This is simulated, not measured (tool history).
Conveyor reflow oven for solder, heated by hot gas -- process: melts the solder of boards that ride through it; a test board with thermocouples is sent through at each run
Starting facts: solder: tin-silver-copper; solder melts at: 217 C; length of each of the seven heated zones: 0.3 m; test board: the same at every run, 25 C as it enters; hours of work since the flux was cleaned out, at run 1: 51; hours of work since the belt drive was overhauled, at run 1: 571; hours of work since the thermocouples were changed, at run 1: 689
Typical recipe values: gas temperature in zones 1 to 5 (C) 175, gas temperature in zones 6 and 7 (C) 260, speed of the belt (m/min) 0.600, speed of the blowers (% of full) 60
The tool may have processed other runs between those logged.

run	day	gas temperature in zones 1 to 5 (C)	gas temperature in zones 6 and 7 (C)	speed of the belt (m/min)	speed of the blowers (% of full)	hours of work since the flux was cleaned out	hours of work since the belt drive was overhauled	hours of work since the thermocouples were changed	highest temperature of the board (C)	time above the solder's melting point (s)
1	0.000	175	260	0.600	60	51	571	689	240.0	34.9
2	2.212	175	260	0.600	60	89	610	727	239.4	34.6
# day 2.738: thermocouples of zones 6 and 7 changed
3	4.600	175	260	0.600	60	129	650	32	239.4	34.8
4	5.750	175	260	0.553	60	149	670	52	242.8	41.1
5	7.979	175	260	0.553	60	188	709	91	242.1	41.0
6	9.875	175	260	0.600	86	221	742	124	246.6	42.5
7	11.492	175	260	0.600	86	249	770	152	246.8	42.4
8	12.975	175	260	0.600	60	275	796	178	239.4	34.2
9	14.721	175	260	0.600	60	306	826	209	239.2	34.5
# day 16.404: flux residue cleaned out of gas plates and filters
# day 17.158: belt drive overhauled, speed set with a stopwatch
10	17.525	189	260	0.600	72	17	6	251	245.9	45.8
11	19.238	189	260	0.576	72	46	36	281	247.2	49.0
12	21.446	187	251	0.608	60	85	75	319	234.5	33.3
13	23.908	187	251	0.608	60	128	118	362	234.6	33.8
14	25.725	187	251	0.608	60	159	149	394	234.7	33.4
15	26.767	187	251	0.608	60	178	167	412	234.4	33.8
16	28.896	186	251	0.608	60	215	204	449	234.4	33.0
17	31.154	171	260	0.718	87	254	244	488	240.7	29.4
18	32.229	176	253	0.600	81	273	263	507	240.0	37.1

For each entry between runs, how does the tool's hidden state at the last listed run before it compare with that at the first listed run after it?
In the gap between runs 2 and 3: thermocouples of zones 6 and 7 changed (day 2.738)
  true gas temperature in zones 6 and 7 over the reading, C: 0.09 -> 0
In the gap between runs 9 and 10: flux residue cleaned out of gas plates and filters (day 16.404); belt drive overhauled, speed set with a stopwatch (day 17.158)
  heat that the gas passes to the board, % of a clean oven's: 99.7 -> 100; belt's true speed, % of the reading: 99.96 -> 100; true gas temperature in zones 6 and 7 over the reading, C: 0.02 -> 0.03
